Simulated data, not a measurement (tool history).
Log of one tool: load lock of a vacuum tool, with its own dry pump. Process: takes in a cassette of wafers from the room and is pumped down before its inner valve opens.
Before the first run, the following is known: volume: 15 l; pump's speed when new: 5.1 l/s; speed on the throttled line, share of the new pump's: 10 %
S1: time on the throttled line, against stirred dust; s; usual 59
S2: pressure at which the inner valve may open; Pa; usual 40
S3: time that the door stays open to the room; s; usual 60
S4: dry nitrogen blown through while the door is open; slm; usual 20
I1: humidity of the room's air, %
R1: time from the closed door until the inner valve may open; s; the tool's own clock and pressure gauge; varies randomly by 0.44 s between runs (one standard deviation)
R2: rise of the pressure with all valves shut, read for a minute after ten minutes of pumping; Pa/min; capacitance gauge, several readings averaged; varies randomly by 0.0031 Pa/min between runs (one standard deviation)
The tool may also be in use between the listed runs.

run,day,S1,S2,S3,S4,I1,R1,R2
1,0,59,40,60,20,44.5,77.5,0.308
2,2.529,59,40,60,20,46.7,76.6,0.311
3,6.804,59,40,60,20,44,77,0.313
4,12.321,59,40,60,20,44.2,77.7,0.32
5,16.888,97,40,60,20,47.7,111.7,0.332
6,20.617,59,40,60,20,43.2,78.2,0.33
7,23.808,59,40,60,20,45.8,77.5,0.334
8,29.388,59,40,60,20,48.2,77.6,0.347
9,34.1,59,40,60,20,45.9,77.6,0.356
10,37.308,59,40,94,20,45.9,77.7,0.369
11,42.779,59,40,94,20,45,77.5,0.376
12,47.875,59,40,94,20,48.9,77.5,0.385
13,51.417,32,40,60,24,42.9,53.4,0.361
14,54.096,55,40,60,7,48.5,73.7,0.408
15,57.083,104,55,26,34,47.3,117.3,0.361
16,61.975,59,42,60,42,46,77.6,0.369
17,66.292,82,59,46,4,45.7,96.9,0.418

What does the tool deliver on the next run?
18,71.6,78,34,66,19,41.5,?,?

{"run 18": {"R1": 95.5, "R2": 0.412}}
If the tool had no hidden condition, the same run with the same run-to-run variation would have returned R1 94.4 s, R2 0.08 Pa/min.
